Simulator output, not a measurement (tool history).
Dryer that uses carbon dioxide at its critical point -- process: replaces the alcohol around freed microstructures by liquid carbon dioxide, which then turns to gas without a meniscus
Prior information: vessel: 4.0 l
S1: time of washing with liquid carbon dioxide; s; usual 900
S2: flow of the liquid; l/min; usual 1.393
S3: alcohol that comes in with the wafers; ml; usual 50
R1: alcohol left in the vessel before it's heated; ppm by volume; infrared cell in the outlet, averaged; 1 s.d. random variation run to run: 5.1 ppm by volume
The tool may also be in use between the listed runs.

| run | hour | S1 | S2 | S3 | R1 |
|---|---|---|---|---|---|
| 1 | 0 | 900 | 1.393 | 50 | 125 |
| 2 | 12 | 900 | 1.393 | 50 | 124 |
| 3 | 25.8 | 900 | 1.393 | 50 | 135 |
| 4 | 37.5 | 900 | 1.393 | 24 | 82 |
| 5 | 51 | 900 | 1.393 | 50 | 137 |
| 6 | 63.9 | 900 | 1.393 | 50 | 141 |
| 7 | 76.8 | 720 | 1.393 | 50 | 304 |
| 8 | 84 | 900 | 1.393 | 50 | 138 |
| 9 | 95.9 | 900 | 1.393 | 50 | 144 |
| 10 | 105.7 | 900 | 1.393 | 50 | 155 |
| 11 | 119 | 900 | 1.393 | 75 | 207 |
| 12 | 131.9 | 900 | 1.393 | 50 | 151 |
| 13 | 143.8 | 900 | 1.393 | 50 | 153 |
| 14 | 154 | 900 | 0.97 | 50 | 550 |
| 15 | 167.8 | 900 | 1.393 | 50 | 156 |
| 16 | 178.7 | 900 | 1.393 | 50 | 157 |
| 17 | 189.1 | 900 | 1.393 | 50 | 169 |
| 18 | 195.6 | 900 | 1.393 | 50 | 162 |
| 19 | 201.6 | 720 | 1.17 | 50 | 613 |
| 20 | 211.6 | 660 | 0.95 | 73 | 1933 |
| 21 | 219.7 | 600 | 1.393 | 107 | 1299 |
| 22 | 232.3 | 900 | 1.04 | 22 | 231 |
| 23 | 244.8 | 900 | 1.04 | 22 | 215 |
| 24 | 254.2 | 600 | 1.393 | 50 | 634 |
| 25 | 265.9 | 900 | 1.393 | 73 | 230 |
| 26 | 275.6 | 660 | 1.13 | 73 | 1277 |
|  | 277.8 | inlet filter changed |
| 27 | 286.9 | 660 | 1.84 | 73 | 160 |
| 28 | 294.8 | 660 | 1.84 | 73 | 156 |
| 29 | 305.2 | 1440 | 1.84 | 115 | 44 |
| 30 | 316.3 | 1440 | 1.84 | 115 | 36 |
| 31 | 322.7 | 1440 | 1.84 | 115 | 47 |
| 32 | 332.4 | 600 | 0.9 | 23 | 719 |
| 33 | 342.2 | 780 | 2.27 | 107 | 58 |

Forecast each of these 4 alternatives for the next run:
| A | 353.2 | 600 | 1.03 | 89 | ? |
| B | 353.2 | 1080 | 1.393 | 50 | ? |
| C | 353.2 | 1140 | 1.75 | 78 | ? |
| D | 353.2 | 1020 | 1.26 | 35 | ? |

| run | R1 |
|---|---|
| A | 1978 |
| B | 76 |
| C | 43 |
| D | 94 |
With the hidden condition removed and each run's random variation left untouched, the same runs would have given:
| run | R1 |
|---|---|
| A | 1859 |
| B | 38 |
| C | 7 |
| D | 56 |

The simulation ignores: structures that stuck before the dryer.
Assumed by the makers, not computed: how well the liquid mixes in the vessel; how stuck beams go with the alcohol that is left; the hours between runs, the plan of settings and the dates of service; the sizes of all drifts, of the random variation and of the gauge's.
